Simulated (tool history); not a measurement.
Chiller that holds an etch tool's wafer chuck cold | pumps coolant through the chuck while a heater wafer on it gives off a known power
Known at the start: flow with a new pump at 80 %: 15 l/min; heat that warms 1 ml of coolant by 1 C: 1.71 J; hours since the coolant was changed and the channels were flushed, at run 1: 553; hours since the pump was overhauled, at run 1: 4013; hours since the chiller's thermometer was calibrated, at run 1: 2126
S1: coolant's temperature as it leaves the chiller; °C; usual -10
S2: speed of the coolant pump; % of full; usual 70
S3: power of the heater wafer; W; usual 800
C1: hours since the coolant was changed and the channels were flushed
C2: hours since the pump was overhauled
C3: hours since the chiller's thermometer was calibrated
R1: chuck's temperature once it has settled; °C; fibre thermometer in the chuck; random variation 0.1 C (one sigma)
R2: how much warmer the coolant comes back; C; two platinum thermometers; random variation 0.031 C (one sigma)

{"run": 1, "day": 0.0, "S1": -10, "S2": 70, "S3": 800, "C1": 553, "C2": 4013, "C3": 2126, "R1": 0.5, "R2": 2.4}
{"run": 2, "day": 3.521, "S1": 0, "S2": 70, "S3": 800, "C1": 638, "C2": 4098, "C3": 2210, "R1": 10.7, "R2": 2.4}
{"run": 3, "day": 5.242, "S1": -10, "S2": 70, "S3": 891, "C1": 679, "C2": 4139, "C3": 2252, "R1": 1.7, "R2": 2.64}
{"run": 4, "day": 8.204, "S1": -10, "S2": 75, "S3": 891, "C1": 750, "C2": 4210, "C3": 2323, "R1": 1.1, "R2": 2.46}
{"run": 5, "day": 10.542, "S1": -10, "S2": 70, "S3": 800, "C1": 806, "C2": 4266, "C3": 2379, "R1": 0.5, "R2": 2.45}
{"run": 6, "day": 12.708, "S1": -10, "S2": 70, "S3": 800, "C1": 858, "C2": 4318, "C3": 2431, "R1": 0.6, "R2": 2.41}
{"run": 7, "day": 16.412, "S1": -10, "S2": 70, "S3": 800, "C1": 947, "C2": 4407, "C3": 2520, "R1": 0.6, "R2": 2.41}
{"run": 8, "day": 20.512, "S1": -10, "S2": 70, "S3": 800, "C1": 1046, "C2": 4506, "C3": 2618, "R1": 0.6, "R2": 2.42}
{"run": 9, "day": 22.938, "S1": -10, "S2": 70, "S3": 714, "C1": 1104, "C2": 4564, "C3": 2676, "R1": -0.6, "R2": 2.15}
{"run": 10, "day": 24.929, "S1": -10, "S2": 70, "S3": 714, "C1": 1152, "C2": 4612, "C3": 2724, "R1": -0.6, "R2": 2.15}
{"run": 11, "day": 28.683, "S1": -10, "S2": 70, "S3": 800, "C1": 1242, "C2": 4702, "C3": 2814, "R1": 0.6, "R2": 2.41}
{"run": 12, "day": 32.742, "S1": -10, "S2": 70, "S3": 800, "C1": 1339, "C2": 4799, "C3": 2912, "R1": 0.7, "R2": 2.45}
{"run": 13, "day": 36.888, "S1": -10, "S2": 70, "S3": 800, "C1": 1439, "C2": 4899, "C3": 3011, "R1": 0.7, "R2": 2.46}
{"run": 14, "day": 40.6, "S1": -10, "S2": 98, "S3": 800, "C1": 1528, "C2": 4988, "C3": 3100, "R1": -1.4, "R2": 1.69}
{"run": 15, "day": 43.904, "S1": -10, "S2": 70, "S3": 1015, "C1": 1607, "C2": 5067, "C3": 3180, "R1": 3.7, "R2": 3.15}
{"run": 16, "day": 46.967, "S1": -10, "S2": 70, "S3": 1015, "C1": 1681, "C2": 5140, "C3": 3253, "R1": 3.7, "R2": 3.07}
{"run": 17, "day": 49.292, "S1": -10, "S2": 86, "S3": 691, "C1": 1736, "C2": 5196, "C3": 3309, "R1": -1.9, "R2": 1.63}
{"run": 18, "day": 51.521, "S1": -10, "S2": 86, "S3": 691, "C1": 1790, "C2": 5250, "C3": 3362, "R1": -1.9, "R2": 1.69}
{"run": 19, "day": 53.925, "S1": -10, "S2": 70, "S3": 691, "C1": 1848, "C2": 5307, "C3": 3420, "R1": -0.5, "R2": 2.1}
{"run": 20, "day": 56.9, "S1": -10, "S2": 70, "S3": 691, "C1": 1919, "C2": 5379, "C3": 3491, "R1": -0.6, "R2": 2.08}
{"run": 21, "day": 60.417, "S1": -10, "S2": 70, "S3": 691, "C1": 2003, "C2": 5463, "C3": 3576, "R1": -0.5, "R2": 2.13}
{"run": 22, "day": 62.512, "S1": -10, "S2": 81, "S3": 915, "C1": 2054, "C2": 5514, "C3": 3626, "R1": 1.3, "R2": 2.39}
{"run": 23, "day": 64.65, "S1": -12, "S2": 70, "S3": 800, "C1": 2105, "C2": 5565, "C3": 3677, "R1": -0.9, "R2": 2.49}
{"day": 65.188, "done": "coolant pump overhauled"}
{"run": 24, "day": 68.529, "S1": -17, "S2": 68, "S3": 628, "C1": 2193, "C2": 80, "C3": 3766, "R1": -8, "R2": 2.19}

The next listed run, before its measurement:
{"run": 25, "day": 72.488, "S1": -17, "S2": 68, "S3": 628, "C1": 2288, "C2": 175, "C3": 3861, "R1": "?", "R2": "?"}

{"run 25": {"R1": -7.7, "R2": 2.22}}
Without the tool's hidden state the same run would have given R1 -9.3 °C, R2 1.81 C.
